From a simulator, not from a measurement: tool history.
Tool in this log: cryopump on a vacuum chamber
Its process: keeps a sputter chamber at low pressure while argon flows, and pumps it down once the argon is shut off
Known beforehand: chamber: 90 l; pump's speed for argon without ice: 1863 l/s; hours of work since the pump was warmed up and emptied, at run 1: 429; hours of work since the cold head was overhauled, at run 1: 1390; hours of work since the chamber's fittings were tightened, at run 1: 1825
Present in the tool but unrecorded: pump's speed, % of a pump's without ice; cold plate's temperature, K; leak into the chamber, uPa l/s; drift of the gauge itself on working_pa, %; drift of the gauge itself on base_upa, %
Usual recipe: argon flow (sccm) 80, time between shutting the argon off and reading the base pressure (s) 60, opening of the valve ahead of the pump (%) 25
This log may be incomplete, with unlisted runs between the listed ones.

run,day,argon flow (sccm),time between shutting the argon off and reading the base pressure (s),opening of the valve ahead of the pump (%),hours of work since the pump was warmed up and emptied,hours of work since the cold head was overhauled,hours of work since the chamber's fittings were tightened,pressure while argon flows (Pa),pressure after the wait (uPa)
1,0,80,60,25,429,1390,1825,0.3019,0.98
# day 2.154: pump warmed up, emptied and cooled again
2,3.562,80,60,25,16,1429,1864,0.294,0.98
3,6.375,80,60,25,49,1462,1897,0.2924,0.94
4,9.908,80,60,25,90,1503,1938,0.2947,0.9
5,14.183,80,24,25,140,1553,1988,0.2959,1.42
6,16.925,80,60,25,172,1584,2020,0.2951,0.97
7,19.533,80,60,25,202,1615,2050,0.2988,0.99
# day 22.104: leaking fittings of the chamber tightened, without venting
8,23.133,80,85,25,243,1656,12,0.2981,0.39
9,25.217,80,60,15,267,1680,36,0.491,0.48
10,28.279,80,60,15,303,1715,72,0.4932,0.5
11,31.367,80,60,16,338,1751,108,0.4618,0.55
12,35.188,80,23,25,383,1796,152,0.3013,1.01
13,38.988,80,72,25,427,1840,196,0.3018,0.49
# day 41.325: pump warmed up, emptied and cooled again
14,43.75,80,72,25,28,1893,249,0.2924,0.51
15,48.75,80,72,25,86,1951,307,0.2913,0.5
16,51.571,80,72,25,119,1983,340,0.2982,0.47
17,54.904,80,186,25,158,2022,379,0.2948,0.32
18,59.312,144,60,24,209,2073,430,0.5638,0.61
19,62.912,144,60,24,251,2115,472,0.5551,0.6
20,66.683,57,21,24,295,2159,515,0.2223,1.17
21,71.233,152,84,24,347,2212,568,0.5907,0.57
22,74.317,107,282,23,383,2248,604,0.4383,0.42
23,78.254,73,282,53,429,2293,650,0.1349,0.46
# day 80.292: pump warmed up, emptied and cooled again
24,81.158,80,81,25,10,2325,681,0.2929,0.54
25,83.496,80,81,17,37,2352,708,0.4296,0.57
26,87.171,52,60,16,80,2395,751,0.2981,0.66
27,91.225,96,60,22,127,2442,798,0.4001,0.68
28,95.712,139,40,33,179,2494,850,0.3932,0.78
29,100.246,139,40,33,232,2546,903,0.3951,0.87
30,102.538,102,60,25,258,2573,930,0.3788,0.7
31,105.267,102,60,25,290,2605,961,0.3818,0.72
32,109.492,103,138,22,339,2654,1010,0.4393,0.61
33,112.529,103,138,28,374,2689,1046,0.348,0.6

Across each entry between runs, compare the hidden state at the last listed run before it with the hidden state at the first listed run after it:
In the gap between runs 1 and 2: pump warmed up, emptied and cooled again (day 2.154)
  pump's speed, % of a pump's without ice: 88.2 -> 98.7; cold plate's temperature, K: 12.61 -> 12.63; leak into the chamber, uPa l/s: 1123 -> 1139
  measured result minus the result with no hidden state, pressure while argon flows (Pa): +0.0108 -> +0.0019; pressure after the wait (uPa): +0.53 -> +0.47
In the gap between runs 7 and 8: leaking fittings of the chamber tightened, without venting (day 22.104)
  pump's speed, % of a pump's without ice: 93.7 -> 92.6; cold plate's temperature, K: 12.69 -> 12.7; leak into the chamber, uPa l/s: 1215 -> 311
  measured result minus the result with no hidden state, pressure while argon flows (Pa): +0.006 -> +0.007; pressure after the wait (uPa): +0.54 -> +0.03
In the gap between runs 13 and 14: pump warmed up, emptied and cooled again (day 41.325)
  pump's speed, % of a pump's without ice: 87.7 -> 98.9; cold plate's temperature, K: 12.76 -> 12.78; leak into the chamber, uPa l/s: 390 -> 410
  measured result minus the result with no hidden state, pressure while argon flows (Pa): +0.0114 -> +0.0019; pressure after the wait (uPa): +0.08 -> +0.07
In the gap between runs 23 and 24: pump warmed up, emptied and cooled again (day 80.292)
  pump's speed, % of a pump's without ice: 87.9 -> 98.7; cold plate's temperature, K: 12.91 -> 12.92; leak into the chamber, uPa l/s: 573 -> 586
  measured result minus the result with no hidden state, pressure while argon flows (Pa): +0.0104 -> +0.0023; pressure after the wait (uPa): +0.2 -> +0.16

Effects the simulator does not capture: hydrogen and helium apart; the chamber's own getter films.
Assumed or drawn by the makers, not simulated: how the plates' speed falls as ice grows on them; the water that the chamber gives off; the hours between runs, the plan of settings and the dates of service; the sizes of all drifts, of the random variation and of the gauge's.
